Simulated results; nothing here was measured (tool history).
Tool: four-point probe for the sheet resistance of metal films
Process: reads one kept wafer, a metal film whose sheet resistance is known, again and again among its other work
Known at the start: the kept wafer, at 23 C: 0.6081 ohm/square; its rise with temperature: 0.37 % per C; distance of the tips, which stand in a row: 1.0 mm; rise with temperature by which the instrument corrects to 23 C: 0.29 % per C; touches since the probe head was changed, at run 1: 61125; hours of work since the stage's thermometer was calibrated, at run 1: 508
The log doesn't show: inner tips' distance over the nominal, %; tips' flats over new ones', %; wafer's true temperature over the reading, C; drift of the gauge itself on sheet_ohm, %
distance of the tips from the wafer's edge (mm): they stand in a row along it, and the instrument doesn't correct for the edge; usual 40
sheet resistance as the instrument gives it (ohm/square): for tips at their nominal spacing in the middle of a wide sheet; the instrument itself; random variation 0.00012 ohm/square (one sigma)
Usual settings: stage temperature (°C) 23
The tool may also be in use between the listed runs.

| run | hour | stage temperature (°C) | distance of the tips from the wafer's edge (mm) | touches since the probe head was changed | hours of work since the stage's thermometer was calibrated | sheet resistance as the instrument gives it (ohm/square) |
|---|---|---|---|---|---|---|
| 1 | 0 | 23 | 40 | 61125 | 508 | 0.609684 |
| 2 | 51.7 | 23 | 40 | 63384 | 545 | 0.609814 |
| 3 | 83.2 | 23 | 7 | 64760 | 567 | 0.616119 |
| 4 | 124.9 | 23 | 40 | 66580 | 597 | 0.60979 |
| 5 | 150.9 | 23 | 40 | 67714 | 616 | 0.610007 |
| 6 | 191.4 | 33 | 40 | 69484 | 644 | 0.614825 |
| 7 | 239.1 | 33 | 40 | 71570 | 678 | 0.614663 |
| 8 | 279.2 | 33 | 40 | 73321 | 707 | 0.61491 |
| 9 | 312.2 | 33 | 40 | 74762 | 730 | 0.614926 |
| 10 | 347.8 | 33 | 16 | 76314 | 756 | 0.616188 |
| 11 | 370.6 | 23 | 40 | 77312 | 772 | 0.610433 |
| 12 | 406.2 | 30 | 40 | 78866 | 797 | 0.613644 |
| 13 | 429.1 | 30 | 40 | 79864 | 813 | 0.613621 |
| 14 | 479.6 | 30 | 40 | 82070 | 849 | 0.613612 |
| 15 | 506.3 | 22 | 40 | 83237 | 868 | 0.609926 |
| 16 | 543.5 | 22 | 40 | 84864 | 895 | 0.610114 |
| 17 | 594.7 | 22 | 40 | 87099 | 931 | 0.610158 |
| 18 | 617.8 | 22 | 40 | 88110 | 948 | 0.610198 |
| 19 | 648.5 | 22 | 40 | 89451 | 970 | 0.610066 |
| 20 | 701.8 | 23 | 40 | 91776 | 1008 | 0.610871 |
| 21 | 750.2 | 23 | 40 | 93889 | 1042 | 0.610932 |
| 22 | 782.4 | 23 | 40 | 95297 | 1065 | 0.61091 |
| 23 | 835.7 | 23 | 3 | 97627 | 1103 | 0.645006 |
| 24 | 886.9 | 23 | 3 | 99862 | 1139 | 0.645162 |
| 25 | 922.3 | 23 | 16 | 101406 | 1164 | 0.612148 |
| 26 | 949.4 | 23 | 16 | 102590 | 1184 | 0.612267 |
| 27 | 988.3 | 21 | 9 | 104292 | 1211 | 0.61433 |
|  | 994.7 | stage's thermometer calibrated |
| 28 | 1013.3 | 20 | 21 | 105361 | 13 | 0.609546 |
| 29 | 1053.9 | 21 | 50 | 107135 | 42 | 0.609438 |
| 30 | 1095.2 | 21 | 50 | 108938 | 72 | 0.609728 |
| 31 | 1144.1 | 21 | 50 | 111074 | 106 | 0.609764 |
| 32 | 1194 | 30 | 6 | 113252 | 142 | 0.62311 |
| 33 | 1224 | 22 | 18 | 114561 | 163 | 0.611282 |
| 34 | 1273.7 | 28 | 48 | 116733 | 199 | 0.613326 |
| 35 | 1297.6 | 28 | 48 | 117777 | 216 | 0.613452 |
| 36 | 1322.9 | 27 | 29 | 118885 | 234 | 0.61318 |
| 37 | 1372.6 | 23 | 40 | 121055 | 269 | 0.611139 |
| 38 | 1409.2 | 18 | 5 | 122652 | 295 | 0.621493 |
| 39 | 1433.4 | 33 | 4 | 123708 | 312 | 0.636076 |
| 40 | 1481.3 | 32 | 30 | 125802 | 346 | 0.615981 |
| 41 | 1526.6 | 22 | 12 | 127779 | 378 | 0.613178 |
| 42 | 1555.3 | 27 | 58 | 129033 | 399 | 0.613438 |
| 43 | 1593.3 | 22 | 3 | 130692 | 426 | 0.64538 |
| 44 | 1626.9 | 22 | 3 | 132160 | 450 | 0.645301 |

The same runs without the tool's hidden state, with the same run-to-run variation:
| run | sheet resistance as the instrument gives it (ohm/square) |
|---|---|
| 1 | 0.608416 |
| 2 | 0.608454 |
| 3 | 0.614691 |
| 4 | 0.608306 |
| 5 | 0.608476 |
| 6 | 0.613226 |
| 7 | 0.61298 |
| 8 | 0.613155 |
| 9 | 0.61311 |
| 10 | 0.614312 |
| 11 | 0.608517 |
| 12 | 0.611664 |
| 13 | 0.611596 |
| 14 | 0.611497 |
| 15 | 0.607765 |
| 16 | 0.607887 |
| 17 | 0.607847 |
| 18 | 0.607845 |
| 19 | 0.607664 |
| 20 | 0.608371 |
| 21 | 0.608345 |
| 22 | 0.608266 |
| 23 | 0.642122 |
| 24 | 0.642188 |
| 25 | 0.609252 |
| 26 | 0.609323 |
| 27 | 0.611304 |
| 28 | 0.60725 |
| 29 | 0.607073 |
| 30 | 0.60729 |
| 31 | 0.607239 |
| 32 | 0.620442 |
| 33 | 0.608609 |
| 34 | 0.610557 |
| 35 | 0.610641 |
| 36 | 0.610328 |
| 37 | 0.608205 |
| 38 | 0.618447 |
| 39 | 0.632927 |
| 40 | 0.612839 |
| 41 | 0.609968 |
| 42 | 0.610174 |
| 43 | 0.64189 |
| 44 | 0.641749 |

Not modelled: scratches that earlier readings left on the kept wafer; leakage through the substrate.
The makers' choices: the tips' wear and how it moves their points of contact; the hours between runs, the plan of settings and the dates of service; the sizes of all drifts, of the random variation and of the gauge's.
